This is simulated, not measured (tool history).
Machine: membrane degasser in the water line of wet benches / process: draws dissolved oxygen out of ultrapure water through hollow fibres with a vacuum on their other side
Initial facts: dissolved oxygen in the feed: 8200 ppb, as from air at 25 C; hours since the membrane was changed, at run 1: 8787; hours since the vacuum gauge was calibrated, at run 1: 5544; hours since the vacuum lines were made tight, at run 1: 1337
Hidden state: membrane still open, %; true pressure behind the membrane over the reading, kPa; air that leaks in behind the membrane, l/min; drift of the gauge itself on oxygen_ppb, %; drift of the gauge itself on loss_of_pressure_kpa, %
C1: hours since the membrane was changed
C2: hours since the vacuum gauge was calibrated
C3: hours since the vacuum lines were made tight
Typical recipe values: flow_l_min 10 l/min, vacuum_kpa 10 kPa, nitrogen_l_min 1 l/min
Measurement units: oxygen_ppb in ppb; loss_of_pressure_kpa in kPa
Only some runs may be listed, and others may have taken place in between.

run 1 day=0 | flow_l_min=10 vacuum_kpa=10 nitrogen_l_min=1 | C1=8787 C2=5544 C3=1337 | oxygen_ppb=169.3 loss_of_pressure_kpa=41.12
run 2 day=9.388 | flow_l_min=10 vacuum_kpa=10 nitrogen_l_min=1.18 | C1=9012 C2=5769 C3=1562 | oxygen_ppb=147.4 loss_of_pressure_kpa=41.4
run 3 day=19.388 | flow_l_min=10 vacuum_kpa=10 nitrogen_l_min=1.18 | C1=9252 C2=6009 C3=1802 | oxygen_ppb=147.7 loss_of_pressure_kpa=40.71
run 4 day=25.646 | flow_l_min=10 vacuum_kpa=10 nitrogen_l_min=1.18 | C1=9402 C2=6159 C3=1952 | oxygen_ppb=147.8 loss_of_pressure_kpa=40.97
run 5 day=30.058 | flow_l_min=10 vacuum_kpa=10 nitrogen_l_min=1 | C1=9508 C2=6265 C3=2058 | oxygen_ppb=171.6 loss_of_pressure_kpa=41.01
run 6 day=39.467 | flow_l_min=10 vacuum_kpa=10 nitrogen_l_min=1 | C1=9734 C2=6491 C3=2284 | oxygen_ppb=171.8 loss_of_pressure_kpa=41.15
run 7 day=44.788 | flow_l_min=10 vacuum_kpa=10 nitrogen_l_min=1 | C1=9862 C2=6619 C3=2411 | oxygen_ppb=170.7 loss_of_pressure_kpa=41.19
run 8 day=54.692 | flow_l_min=10 vacuum_kpa=10 nitrogen_l_min=1 | C1=10099 C2=6856 C3=2649 | oxygen_ppb=171.9 loss_of_pressure_kpa=41.38
run 9 day=62.238 | flow_l_min=10 vacuum_kpa=10 nitrogen_l_min=1 | C1=10280 C2=7037 C3=2830 | oxygen_ppb=174.6 loss_of_pressure_kpa=40.74
run 10 day=67.821 | flow_l_min=15 vacuum_kpa=15.3 nitrogen_l_min=1 | C1=10414 C2=7171 C3=2964 | oxygen_ppb=422.9 loss_of_pressure_kpa=61.87
run 11 day=72.583 | flow_l_min=15 vacuum_kpa=15.3 nitrogen_l_min=1 | C1=10529 C2=7286 C3=3079 | oxygen_ppb=427.8 loss_of_pressure_kpa=61.94
run 12 day=78.142 | flow_l_min=15 vacuum_kpa=15.6 nitrogen_l_min=1 | C1=10662 C2=7419 C3=3212 | oxygen_ppb=432.7 loss_of_pressure_kpa=61.55
-- day=78.912 vacuum gauge calibrated
run 13 day=83.079 | flow_l_min=10 vacuum_kpa=10 nitrogen_l_min=2.39 | C1=10780 C2=100 C3=3330 | oxygen_ppb=81.3 loss_of_pressure_kpa=41.3
run 14 day=92.192 | flow_l_min=7 vacuum_kpa=13.4 nitrogen_l_min=1.77 | C1=10999 C2=319 C3=3549 | oxygen_ppb=107.1 loss_of_pressure_kpa=28.93
run 15 day=99.854 | flow_l_min=7 vacuum_kpa=13.4 nitrogen_l_min=1.77 | C1=11183 C2=503 C3=3733 | oxygen_ppb=107.5 loss_of_pressure_kpa=29.01
run 16 day=104.517 | flow_l_min=16 vacuum_kpa=12.8 nitrogen_l_min=0.57 | C1=11295 C2=615 C3=3845 | oxygen_ppb=585.1 loss_of_pressure_kpa=66.13
run 17 day=109.483 | flow_l_min=16 vacuum_kpa=12.8 nitrogen_l_min=0.57 | C1=11414 C2=734 C3=3964 | oxygen_ppb=592 loss_of_pressure_kpa=66.33
run 18 day=118.571 | flow_l_min=9 vacuum_kpa=10 nitrogen_l_min=1 | C1=11632 C2=952 C3=4182 | oxygen_ppb=160.7 loss_of_pressure_kpa=37.35

Hidden condition of the tool, last listed run before each entry between runs versus first listed run after:
From run 12 to run 13: vacuum gauge calibrated (day 78.912)
  true pressure behind the membrane over the reading, kPa: 0.26 -> 0.4; air that leaks in behind the membrane, l/min: 0.0064 -> 0.0065
  measured result minus the result with no hidden state, oxygen_ppb: +14.9 -> +7 ppb; loss_of_pressure_kpa: +2.83 -> +1.93 kPa
